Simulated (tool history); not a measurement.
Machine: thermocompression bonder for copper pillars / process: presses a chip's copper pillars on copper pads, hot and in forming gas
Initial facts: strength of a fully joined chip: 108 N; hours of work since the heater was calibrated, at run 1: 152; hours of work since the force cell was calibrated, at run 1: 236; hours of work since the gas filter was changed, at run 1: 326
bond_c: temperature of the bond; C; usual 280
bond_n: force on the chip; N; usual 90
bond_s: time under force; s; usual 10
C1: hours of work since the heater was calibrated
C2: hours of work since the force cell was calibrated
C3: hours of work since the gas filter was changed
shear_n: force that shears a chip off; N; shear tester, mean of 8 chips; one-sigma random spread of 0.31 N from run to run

{"run": 1, "hour": 0.0, "bond_c": 280, "bond_n": 90, "bond_s": 10, "C1": 152, "C2": 236, "C3": 326, "shear_n": 50.4}
{"run": 2, "hour": 29.0, "bond_c": 280, "bond_n": 60, "bond_s": 10, "C1": 173, "C2": 257, "C3": 347, "shear_n": 41.3}
{"hour": 42.7, "done": "forming gas filter changed"}
{"run": 3, "hour": 64.0, "bond_c": 280, "bond_n": 90, "bond_s": 10, "C1": 198, "C2": 282, "C3": 15, "shear_n": 52.2}
{"run": 4, "hour": 86.4, "bond_c": 301, "bond_n": 90, "bond_s": 10, "C1": 214, "C2": 299, "C3": 32, "shear_n": 66.5}
{"run": 5, "hour": 107.4, "bond_c": 278, "bond_n": 90, "bond_s": 10, "C1": 230, "C2": 314, "C3": 47, "shear_n": 50.8}
{"run": 6, "hour": 145.4, "bond_c": 278, "bond_n": 90, "bond_s": 10, "C1": 257, "C2": 342, "C3": 75, "shear_n": 51.2}
{"run": 7, "hour": 188.4, "bond_c": 280, "bond_n": 123, "bond_s": 10, "C1": 289, "C2": 373, "C3": 106, "shear_n": 61.0}
{"run": 8, "hour": 210.0, "bond_c": 280, "bond_n": 123, "bond_s": 10, "C1": 305, "C2": 389, "C3": 122, "shear_n": 60.9}
{"run": 9, "hour": 239.3, "bond_c": 280, "bond_n": 90, "bond_s": 10, "C1": 326, "C2": 410, "C3": 143, "shear_n": 52.6}
{"run": 10, "hour": 266.6, "bond_c": 280, "bond_n": 90, "bond_s": 10, "C1": 346, "C2": 430, "C3": 163, "shear_n": 52.9}
{"run": 11, "hour": 300.7, "bond_c": 300, "bond_n": 78, "bond_s": 14, "C1": 371, "C2": 455, "C3": 188, "shear_n": 69.0}
{"run": 12, "hour": 343.7, "bond_c": 300, "bond_n": 78, "bond_s": 14, "C1": 402, "C2": 486, "C3": 220, "shear_n": 68.5}
{"run": 13, "hour": 373.3, "bond_c": 264, "bond_n": 103, "bond_s": 10, "C1": 424, "C2": 508, "C3": 241, "shear_n": 45.9}
{"hour": 379.3, "done": "heater calibrated with a thermocouple chip"}
{"run": 14, "hour": 413.6, "bond_c": 298, "bond_n": 133, "bond_s": 6, "C1": 25, "C2": 536, "C3": 269, "shear_n": 66.9}
{"run": 15, "hour": 445.8, "bond_c": 280, "bond_n": 90, "bond_s": 13, "C1": 49, "C2": 559, "C3": 293, "shear_n": 58.9}
{"run": 16, "hour": 486.1, "bond_c": 280, "bond_n": 90, "bond_s": 8, "C1": 78, "C2": 589, "C3": 322, "shear_n": 50.7}
{"run": 17, "hour": 527.0, "bond_c": 280, "bond_n": 58, "bond_s": 11, "C1": 108, "C2": 619, "C3": 352, "shear_n": 45.3}
{"hour": 531.0, "done": "forming gas filter changed"}
{"hour": 571.1, "done": "heater calibrated with a thermocouple chip, once more"}
{"run": 18, "hour": 571.1, "bond_c": 284, "bond_n": 116, "bond_s": 9, "C1": 0, "C2": 649, "C3": 28, "shear_n": 59.3}
{"run": 19, "hour": 594.4, "bond_c": 284, "bond_n": 103, "bond_s": 15, "C1": 17, "C2": 666, "C3": 45, "shear_n": 65.5}

Here are 5 independent what-if runs from the current tool condition. What would each one return?
{"run": "A", "hour": 622.3, "bond_c": 252, "bond_n": 79, "bond_s": 18, "C1": 37, "C2": 686, "C3": 65, "shear_n": "?"}
{"run": "B", "hour": 622.3, "bond_c": 284, "bond_n": 70, "bond_s": 8, "C1": 37, "C2": 686, "C3": 65, "shear_n": "?"}
{"run": "C", "hour": 622.3, "bond_c": 292, "bond_n": 103, "bond_s": 15, "C1": 37, "C2": 686, "C3": 65, "shear_n": "?"}
{"run": "D", "hour": 622.3, "bond_c": 262, "bond_n": 76, "bond_s": 10, "C1": 37, "C2": 686, "C3": 65, "shear_n": "?"}
{"run": "E", "hour": 622.3, "bond_c": 304, "bond_n": 100, "bond_s": 19, "C1": 37, "C2": 686, "C3": 65, "shear_n": "?"}

run=A shear_n=40.4
run=B shear_n=43.9
run=C shear_n=71.6
run=D shear_n=36.7
run=E shear_n=83.0
With no hidden state in the tool, these same runs would have given:
run=A shear_n=39.5
run=B shear_n=43.0
run=C shear_n=70.7
run=D shear_n=35.9
run=E shear_n=82.3
